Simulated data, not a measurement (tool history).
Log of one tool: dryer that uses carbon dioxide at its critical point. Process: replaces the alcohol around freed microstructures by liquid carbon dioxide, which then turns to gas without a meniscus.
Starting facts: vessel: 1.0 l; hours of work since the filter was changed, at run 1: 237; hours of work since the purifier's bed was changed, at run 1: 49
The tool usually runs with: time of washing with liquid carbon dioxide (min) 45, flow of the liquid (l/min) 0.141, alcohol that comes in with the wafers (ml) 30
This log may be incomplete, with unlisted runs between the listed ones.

run	hour	time of washing with liquid carbon dioxide (min)	flow of the liquid (l/min)	alcohol that comes in with the wafers (ml)	hours of work since the filter was changed	hours of work since the purifier's bed was changed	alcohol left in the vessel before it's heated (ppm by volume)
1	0.0	45	0.141	30	237	49	471
2	9.4	45	0.141	21	243	55	339
3	18.9	45	0.141	21	250	61	349
# hour 23.5: inlet filter changed
4	30.9	45	0.141	21	5	68	268
5	41.8	45	0.141	21	12	75	288
6	54.9	45	0.141	21	20	83	266
7	62.4	45	0.141	30	25	88	380
8	70.6	45	0.141	30	30	93	381
9	76.6	45	0.109	30	34	97	966
10	84.7	45	0.109	30	39	102	980
11	99.9	45	0.125	30	49	112	620
12	111.3	45	0.125	30	56	119	642
13	119.4	45	0.125	30	61	124	628
14	132.4	45	0.141	30	70	132	420
15	147.1	45	0.141	29	79	142	414
16	154.9	45	0.121	30	84	147	726
17	167.0	45	0.148	30	92	154	357
18	176.7	45	0.148	30	98	161	358
19	186.2	41	0.141	30	104	167	618
20	194.5	45	0.141	30	109	172	429
21	204.9	45	0.141	30	116	179	448
22	216.7	45	0.141	30	123	186	450
23	229.0	45	0.141	30	131	194	458
24	235.3	45	0.141	30	135	198	469
25	244.5	63	0.141	27	141	204	119
26	251.9	63	0.141	27	146	209	132
27	259.2	31	0.094	27	150	213	3695
28	271.9	31	0.185	27	158	221	647
29	280.1	31	0.185	27	164	227	674
30	289.7	31	0.185	27	170	233	670
31	303.4	31	0.185	27	179	241	669
32	314.0	65	0.174	62	185	248	110
33	328.3	65	0.174	62	194	257	112
34	340.4	65	0.174	62	202	265	117
35	353.2	45	0.227	88	210	273	190
36	363.7	66	0.216	47	217	280	87
37	371.5	45	0.091	30	222	285	1951
38	379.7	45	0.091	30	227	290	1960
39	389.8	61	0.141	89	234	297	404
40	404.6	62	0.168	63	243	306	161
# hour 419.6: inlet filter changed
41	419.6	62	0.168	63	0	315	135
42	432.6	48	0.118	62	8	323	1230
43	446.3	48	0.118	62	17	332	1216
44	455.2	46	0.202	30	23	338	152
45	465.4	45	0.141	37	29	344	526
46	476.0	34	0.141	37	36	351	1378

3 options for the next run, each taken on its own from the tool as it stands now. Forecast them:
A	490.4	34	0.195	37	45	360	?
B	490.4	51	0.130	37	45	360	?
C	490.4	38	0.141	45	45	360	?

run	alcohol left in the vessel before it's heated (ppm by volume)
A	488
B	460
C	1183
Take away the tool's hidden state, keep each run's random variation, and the runs would have read:
run	alcohol left in the vessel before it's heated (ppm by volume)
A	364
B	339
C	1030

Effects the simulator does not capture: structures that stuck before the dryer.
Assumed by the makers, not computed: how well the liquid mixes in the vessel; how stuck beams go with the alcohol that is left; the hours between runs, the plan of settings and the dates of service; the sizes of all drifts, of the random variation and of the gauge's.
